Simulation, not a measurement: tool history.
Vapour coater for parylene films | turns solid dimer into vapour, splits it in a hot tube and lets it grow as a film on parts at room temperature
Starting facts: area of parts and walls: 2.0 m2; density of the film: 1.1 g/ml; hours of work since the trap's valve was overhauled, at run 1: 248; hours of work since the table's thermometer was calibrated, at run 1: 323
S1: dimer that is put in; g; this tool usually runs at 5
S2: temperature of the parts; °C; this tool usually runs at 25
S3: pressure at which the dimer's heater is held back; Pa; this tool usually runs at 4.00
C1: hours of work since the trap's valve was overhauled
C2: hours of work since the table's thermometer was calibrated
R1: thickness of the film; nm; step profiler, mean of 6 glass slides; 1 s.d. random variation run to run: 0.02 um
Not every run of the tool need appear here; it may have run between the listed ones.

run    hour  S1  S2     S3   C1   C2    R1
  1     0.0   5  25   4.00  248  323  1390
  2    40.1   4  25   4.00  269  344  1140
  3    87.9   4  25   2.52  295  370  1230
  4   139.2   4  25   2.52  322  397  1220
  5   183.2   4  25   2.52  346  421  1190
  6   220.6   3  25   4.00  366  441   820
  7   260.5   3  25   4.00  388  463   840
  8   289.3   5  25   4.00  403  478  1380
  9   319.7   5  25   4.00  419  494  1330
 10   362.6   5  25   4.00  443  517  1330
      379.5  -- trap's valve overhauled
 11   396.4   5  25   4.00    9  533  1520
 12   436.2   5  25   4.00   30  555  1490
 13   476.9   5  25   4.00   52  577  1520
 14   503.9   5  25   4.00   67  591  1480
 15   544.2   5  25   4.00   88  613  1450
 16   586.7   5  25   4.00  111  636  1490
 17   617.6   5  31   4.00  128  652  1240
      622.0  -- table's thermometer calibrated
 18   671.7   5  24   4.00  156   27  1490
 19   697.4   5  24   4.00  170   40  1440
 20   742.9   5  23   4.00  195   65  1530
 21   797.4   5  25   2.78  224   94  1490
 22   835.9   5  34   4.00  245  115  1170
 23   870.7   5  34   4.00  263  134  1140
      876.0  -- table's thermometer calibrated, once more
 24   899.3   5  34   4.00  278   13  1130
 25   943.2   4  25   4.30  302   36  1150
 26   977.0   4  25   4.30  320   54  1120
 27  1009.5   2  25   6.97  337   72   470
 28  1035.7   2  25   6.97  351   86   520
 29  1073.9   5  34   4.28  372  106  1110
 30  1100.1   5  34   4.28  386  120  1110
 31  1136.2   5  34   4.28  405  140  1110
 32  1189.7   5  34  10.33  434  169   920
 33  1213.7   7  22   6.27  447  181  1900
     1222.4  -- trap's valve overhauled
 34  1248.2   7  22   6.27   14  198  2150
 35  1272.2   2  22   2.33   27  211   740
 36  1298.6   5  25   8.19   41  225  1360
 37  1322.6   5  25   8.19   54  238  1320
 38  1367.4   5  25   4.85   78  262  1440
 39  1422.0   7  18   5.10  107  291  2400
 40  1470.7   7  18   5.10  133  317  2390
 41  1496.6   7  18   5.10  147  331  2350
 42  1536.4   3  25   6.10  169  353   850
 43  1567.2   3  25   6.88  185  369   780
 44  1609.9   5  30   5.00  208  392  1200
 45  1655.8   4  25   8.91  233  417  1020
 46  1684.9   5  22   3.09  248  432  1600

Forecast each of these 4 alternatives for the next run:
  A  1735.6   2  23  2.49  276  460   ?
  B  1735.6   6  18  2.99  276  460   ?
  C  1735.6   6  31  3.09  276  460   ?
  D  1735.6   5  24  9.66  276  460   ?

run    R1
  A   630
  B  2070
  C  1470
  D  1270
The same runs, with their run-to-run variation unchanged, on a tool lacking any hidden condition would have given:
run    R1
  A   680
  B  2270
  C  1610
  D  1380
